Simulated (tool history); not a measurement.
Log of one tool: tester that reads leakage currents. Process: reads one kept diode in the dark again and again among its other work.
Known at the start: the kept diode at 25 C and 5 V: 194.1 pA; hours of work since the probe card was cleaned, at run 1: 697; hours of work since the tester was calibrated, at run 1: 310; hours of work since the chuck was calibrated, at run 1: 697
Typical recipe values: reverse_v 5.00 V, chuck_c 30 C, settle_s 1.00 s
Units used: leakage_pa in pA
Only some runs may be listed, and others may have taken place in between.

run	hour	reverse_v	chuck_c	settle_s	hours of work since the probe card was cleaned	hours of work since the tester was calibrated	hours of work since the chuck was calibrated	leakage_pa
1	0.0	5.00	30	1.00	697	310	697	294.26
2	93.4	5.00	30	1.00	741	353	741	296.21
3	191.9	5.00	30	1.00	787	399	787	297.00
4	271.0	5.00	30	1.00	824	436	824	296.95
5	392.7	5.00	30	1.00	880	493	880	299.53
6	548.2	5.00	59	1.00	953	566	953	1886.19
7	620.1	5.00	59	1.00	986	599	986	1876.25
8	715.2	5.00	30	1.00	1031	644	1031	301.82
9	830.6	5.00	30	1.00	1085	697	1085	304.19
10	971.7	5.00	30	1.00	1150	763	1150	305.21
11	1117.3	4.52	30	1.00	1218	831	1218	290.30
# hour 1132.6: probe card cleaned and baked
12	1228.3	4.52	30	1.00	45	882	1269	295.36
13	1330.7	4.52	30	1.00	92	929	1317	294.58
14	1475.8	4.81	30	1.00	160	997	1384	305.10
# hour 1583.6: probe card cleaned and baked, once more
15	1590.3	5.00	26	2.85	3	1049	1436	230.59
16	1737.6	5.00	35	5.11	72	1118	1505	433.22
17	1814.5	5.00	35	5.11	108	1154	1541	433.52
18	1915.5	4.71	22	3.84	155	1201	1588	170.37
19	1998.6	4.71	22	3.84	194	1240	1627	170.62
20	2145.0	3.86	43	1.00	262	1308	1695	647.56
21	2207.6	3.86	43	1.00	291	1337	1724	647.42
22	2343.7	1.12	30	1.39	355	1401	1788	146.40
23	2448.5	19.88	23	0.40	404	1450	1837	406.53
24	2537.7	5.00	30	0.82	445	1491	1878	317.39
25	2657.7	4.74	30	1.07	501	1547	1934	309.70
26	2739.0	17.50	30	1.00	539	1585	1972	610.71

Take each entry between the runs: how does the hidden state at the last listed run before it differ from the hidden state at the first listed run after it?
Logged between run 11 and run 12: probe card cleaned and baked (hour 1132.6)
  stray current of the dirty probe card, pA a volt: 0.774 -> 1.269; current scale over the true one, %: -0.89 -> -0.94; true chuck temperature over the reading, C: 1.31 -> 1.36
  measured value less the no-hidden-state value, leakage_pa: +25.91 -> +29.24 pA
Logged between run 14 and run 15: probe card cleaned and baked, once more (hour 1583.6)
  stray current of the dirty probe card, pA a volt: 1.341 -> 0.031; current scale over the true one, %: -1.07 -> -1.13; true chuck temperature over the reading, C: 1.49 -> 1.55
  measured value less the no-hidden-state value, leakage_pa: +32.73 -> +21.79 pA
